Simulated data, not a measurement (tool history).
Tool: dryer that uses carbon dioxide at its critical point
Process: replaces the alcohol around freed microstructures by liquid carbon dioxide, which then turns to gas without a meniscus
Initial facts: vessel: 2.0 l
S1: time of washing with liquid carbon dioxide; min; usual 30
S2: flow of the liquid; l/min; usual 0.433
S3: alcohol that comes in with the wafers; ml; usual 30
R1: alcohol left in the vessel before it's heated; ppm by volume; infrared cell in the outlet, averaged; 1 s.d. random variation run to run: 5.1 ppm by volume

{"run": 1, "day": 0.0, "S1": 30, "S2": 0.433, "S3": 30, "R1": 226}
{"run": 2, "day": 1.096, "S1": 30, "S2": 0.433, "S3": 30, "R1": 226}
{"run": 3, "day": 2.967, "S1": 30, "S2": 0.433, "S3": 30, "R1": 241}
{"run": 4, "day": 4.667, "S1": 30, "S2": 0.433, "S3": 30, "R1": 277}
{"run": 5, "day": 5.783, "S1": 30, "S2": 0.433, "S3": 30, "R1": 283}
{"run": 6, "day": 7.208, "S1": 30, "S2": 0.433, "S3": 30, "R1": 295}
{"run": 7, "day": 9.062, "S1": 30, "S2": 0.548, "S3": 30, "R1": 234}
{"run": 8, "day": 10.758, "S1": 30, "S2": 0.433, "S3": 30, "R1": 322}
{"run": 9, "day": 12.267, "S1": 30, "S2": 0.433, "S3": 30, "R1": 337}
{"run": 10, "day": 14.179, "S1": 30, "S2": 0.55, "S3": 30, "R1": 265}
{"run": 11, "day": 15.988, "S1": 30, "S2": 0.433, "S3": 30, "R1": 385}
{"run": 12, "day": 17.396, "S1": 30, "S2": 0.433, "S3": 30, "R1": 402}
{"run": 13, "day": 18.329, "S1": 30, "S2": 0.433, "S3": 104, "R1": 746}
{"run": 14, "day": 19.875, "S1": 30, "S2": 0.433, "S3": 104, "R1": 758}
{"run": 15, "day": 20.871, "S1": 30, "S2": 0.433, "S3": 104, "R1": 794}
{"run": 16, "day": 21.758, "S1": 30, "S2": 0.433, "S3": 104, "R1": 814}
{"day": 22.467, "done": "purifier's bed changed"}
{"day": 23.229, "done": "inlet filter changed"}
{"run": 17, "day": 23.808, "S1": 30, "S2": 0.433, "S3": 30, "R1": 91}
{"run": 18, "day": 24.646, "S1": 30, "S2": 0.433, "S3": 30, "R1": 96}
{"run": 19, "day": 25.562, "S1": 30, "S2": 0.433, "S3": 30, "R1": 99}
{"run": 20, "day": 27.367, "S1": 30, "S2": 0.433, "S3": 30, "R1": 111}
{"run": 21, "day": 29.029, "S1": 30, "S2": 0.433, "S3": 30, "R1": 132}
{"run": 22, "day": 30.042, "S1": 31, "S2": 0.433, "S3": 30, "R1": 129}
{"run": 23, "day": 31.096, "S1": 18, "S2": 0.324, "S3": 61, "R1": 3136}
{"run": 24, "day": 32.096, "S1": 27, "S2": 0.521, "S3": 33, "R1": 130}
{"run": 25, "day": 33.012, "S1": 42, "S2": 0.276, "S3": 24, "R1": 212}
{"run": 26, "day": 34.925, "S1": 42, "S2": 0.276, "S3": 24, "R1": 225}
{"run": 27, "day": 35.725, "S1": 30, "S2": 0.562, "S3": 37, "R1": 132}
{"run": 28, "day": 36.717, "S1": 19, "S2": 0.268, "S3": 111, "R1": 8414}
{"run": 29, "day": 38.529, "S1": 19, "S2": 0.268, "S3": 111, "R1": 8280}
{"run": 30, "day": 40.262, "S1": 19, "S2": 0.268, "S3": 111, "R1": 8436}
{"run": 31, "day": 41.054, "S1": 19, "S2": 0.469, "S3": 111, "R1": 2314}
{"run": 32, "day": 42.383, "S1": 27, "S2": 0.429, "S3": 21, "R1": 297}
{"run": 33, "day": 43.288, "S1": 19, "S2": 0.291, "S3": 42, "R1": 2987}
{"run": 34, "day": 44.35, "S1": 19, "S2": 0.284, "S3": 36, "R1": 2785}
{"run": 35, "day": 46.075, "S1": 19, "S2": 0.284, "S3": 36, "R1": 2860}
{"day": 46.279, "done": "inlet filter changed"}
{"run": 36, "day": 47.312, "S1": 31, "S2": 0.384, "S3": 80, "R1": 471}
{"run": 37, "day": 48.35, "S1": 39, "S2": 0.433, "S3": 104, "R1": 232}
{"run": 38, "day": 50.083, "S1": 41, "S2": 0.268, "S3": 43, "R1": 433}
{"run": 39, "day": 51.388, "S1": 20, "S2": 0.487, "S3": 56, "R1": 749}
{"run": 40, "day": 52.354, "S1": 30, "S2": 0.334, "S3": 95, "R1": 1083}
{"run": 41, "day": 53.871, "S1": 30, "S2": 0.334, "S3": 95, "R1": 1122}
{"run": 42, "day": 55.25, "S1": 30, "S2": 0.334, "S3": 95, "R1": 1170}
{"run": 43, "day": 56.579, "S1": 43, "S2": 0.416, "S3": 85, "R1": 269}

How would selected steps in R1 from run to run divide? Give the signed amount a tool lacking its hidden state would still show from settings, what came in and random variation, and the signed amount left for the hidden state, including any gauge scatter that is not in both of the compared results.
The tool's hidden condition here consists of: flow that reaches the vessel past the clogged filter, %; alcohol in the recycled carbon dioxide, ppm; drift of the gauge itself on alcohol_ppm, %.
Run 22 -> 23: S1 31 -> 18, S2 0.433 -> 0.324, S3 30 -> 61. R1 +3007 ppm by volume: hidden state +381, all else +2626.
Run 27 -> 28: S1 30 -> 19, S2 0.562 -> 0.268, S3 37 -> 111. R1 +8282 ppm by volume: hidden state +1514, all else +6768.
Run 30 -> 31: S2 0.268 -> 0.469. R1 -6122 ppm by volume: hidden state -1035, all else -5087.
Run 35 -> 36: S1 19 -> 31, S2 0.284 -> 0.384, S3 36 -> 80, inlet filter changed. R1 -2389 ppm by volume: hidden state -776, all else -1613.
